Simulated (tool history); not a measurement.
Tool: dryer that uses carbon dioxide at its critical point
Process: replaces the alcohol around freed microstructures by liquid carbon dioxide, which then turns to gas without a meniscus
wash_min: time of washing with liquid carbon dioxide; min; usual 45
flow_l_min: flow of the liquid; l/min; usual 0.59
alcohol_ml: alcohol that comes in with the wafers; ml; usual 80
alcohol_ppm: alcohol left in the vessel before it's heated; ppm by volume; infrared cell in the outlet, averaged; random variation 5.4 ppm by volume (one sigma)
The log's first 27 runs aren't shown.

| run | hour | wash_min | flow_l_min | alcohol_ml | alcohol_ppm |
|---|---|---|---|---|---|
| 28 | 261.2 | 67 | 0.401 | 60 | 132 |
| 29 | 271.1 | 45 | 0.457 | 70 | 481 |
| 30 | 277.6 | 32 | 0.467 | 80 | 1437 |
| 31 | 287.8 | 32 | 0.467 | 80 | 1401 |
| 32 | 299.5 | 29 | 0.591 | 80 | 1006 |
| 33 | 312 | 29 | 0.591 | 80 | 1011 |
|  | 313.8 | inlet filter changed |
| 34 | 322 | 41 | 0.994 | 26 | 21 |
| 35 | 328 | 47 | 0.686 | 104 | 74 |
| 36 | 335.6 | 35 | 0.647 | 47 | 182 |
| 37 | 341.6 | 42 | 0.647 | 21 | 47 |
| 38 | 354.7 | 45 | 0.564 | 34 | 78 |
| 39 | 368 | 45 | 0.564 | 42 | 107 |
| 40 | 380.2 | 62 | 0.495 | 85 | 102 |
| 41 | 387.1 | 62 | 0.495 | 85 | 88 |
| 42 | 394.3 | 62 | 0.495 | 85 | 91 |
| 43 | 404.6 | 35 | 0.69 | 27 | 90 |
| 44 | 412 | 49 | 0.474 | 62 | 223 |

Forecast each of these 3 alternatives for the next run:
| A | 417.7 | 51 | 0.916 | 24 | ? |
| B | 417.7 | 36 | 0.474 | 116 | ? |
| C | 417.7 | 30 | 0.76 | 81 | ? |

| run | alcohol_ppm |
|---|---|
| A | 22 |
| B | 1175 |
| C | 321 |
Without the tool's hidden state the same runs would have given:
| run | alcohol_ppm |
|---|---|
| A | 5 |
| B | 1104 |
| C | 285 |
